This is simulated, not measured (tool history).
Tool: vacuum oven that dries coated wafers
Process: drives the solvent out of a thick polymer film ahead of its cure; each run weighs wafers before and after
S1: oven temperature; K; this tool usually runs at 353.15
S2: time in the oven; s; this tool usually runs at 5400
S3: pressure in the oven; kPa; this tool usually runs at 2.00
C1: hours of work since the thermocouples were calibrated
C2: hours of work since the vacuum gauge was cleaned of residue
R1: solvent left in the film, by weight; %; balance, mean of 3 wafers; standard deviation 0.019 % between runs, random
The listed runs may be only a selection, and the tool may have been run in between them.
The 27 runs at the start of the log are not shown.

{"run": 28, "day": 11.196, "S1": 342.15, "S2": 5400, "S3": 2.87, "C1": 66, "C2": 338, "R1": 3.52}
{"run": 29, "day": 11.679, "S1": 342.15, "S2": 5400, "S3": 2.87, "C1": 74, "C2": 346, "R1": 3.55}
{"run": 30, "day": 12.162, "S1": 361.15, "S2": 4740, "S3": 4.27, "C1": 83, "C2": 355, "R1": 1.11}
{"run": 31, "day": 12.688, "S1": 358.15, "S2": 6060, "S3": 3.48, "C1": 92, "C2": 364, "R1": 1.0}
{"run": 32, "day": 13.138, "S1": 354.15, "S2": 6120, "S3": 2.25, "C1": 99, "C2": 371, "R1": 0.96}
{"run": 33, "day": 13.546, "S1": 354.15, "S2": 6120, "S3": 2.25, "C1": 106, "C2": 378, "R1": 0.94}
{"day": 13.658, "done": "vacuum gauge cleaned of residue and calibrated"}
{"run": 34, "day": 14.096, "S1": 362.15, "S2": 4320, "S3": 5.94, "C1": 115, "C2": 8, "R1": 1.44}
{"run": 35, "day": 14.683, "S1": 362.15, "S2": 4320, "S3": 7.32, "C1": 125, "C2": 18, "R1": 1.77}
{"run": 36, "day": 15.083, "S1": 362.15, "S2": 4320, "S3": 7.32, "C1": 132, "C2": 24, "R1": 1.75}
{"run": 37, "day": 15.629, "S1": 362.15, "S2": 7680, "S3": 6.43, "C1": 141, "C2": 34, "R1": 1.48}
{"day": 16.067, "done": "vacuum gauge cleaned of residue and calibrated, once more"}
{"run": 38, "day": 16.246, "S1": 349.15, "S2": 7980, "S3": 2.36, "C1": 150, "C2": 3, "R1": 1.15}
{"run": 39, "day": 16.788, "S1": 343.15, "S2": 3480, "S3": 1.59, "C1": 160, "C2": 12, "R1": 4.28}
{"run": 40, "day": 17.225, "S1": 343.15, "S2": 6120, "S3": 1.03, "C1": 167, "C2": 20, "R1": 2.18}
{"run": 41, "day": 17.525, "S1": 343.15, "S2": 6120, "S3": 1.03, "C1": 172, "C2": 25, "R1": 2.14}
{"run": 42, "day": 17.846, "S1": 343.15, "S2": 6120, "S3": 1.03, "C1": 178, "C2": 30, "R1": 2.21}
{"run": 43, "day": 18.325, "S1": 353.15, "S2": 9360, "S3": 2.0, "C1": 186, "C2": 39, "R1": 0.67}
{"run": 44, "day": 18.754, "S1": 353.15, "S2": 9360, "S3": 2.0, "C1": 193, "C2": 46, "R1": 0.66}
{"run": 45, "day": 19.142, "S1": 368.15, "S2": 2700, "S3": 1.08, "C1": 200, "C2": 53, "R1": 0.38}
{"run": 46, "day": 19.7, "S1": 353.15, "S2": 7920, "S3": 2.0, "C1": 210, "C2": 62, "R1": 0.72}
{"run": 47, "day": 19.983, "S1": 363.15, "S2": 5460, "S3": 3.86, "C1": 214, "C2": 67, "R1": 0.84}

Branching from run 47: 3 alternative next runs. What would each branch give?
{"run": "A", "day": 20.479, "S1": 347.15, "S2": 5460, "S3": 3.86, "C1": 223, "C2": 76, "R1": "?"}
{"run": "B", "day": 20.479, "S1": 353.15, "S2": 5400, "S3": 1.78, "C1": 223, "C2": 76, "R1": "?"}
{"run": "C", "day": 20.479, "S1": 357.15, "S2": 4200, "S3": 2.28, "C1": 223, "C2": 76, "R1": "?"}

run=A R1=2.66
run=B R1=1.03
run=C R1=1.09
Without the tool's hidden state the same runs would have given:
run=A R1=2.67
run=B R1=1.03
run=C R1=1.09
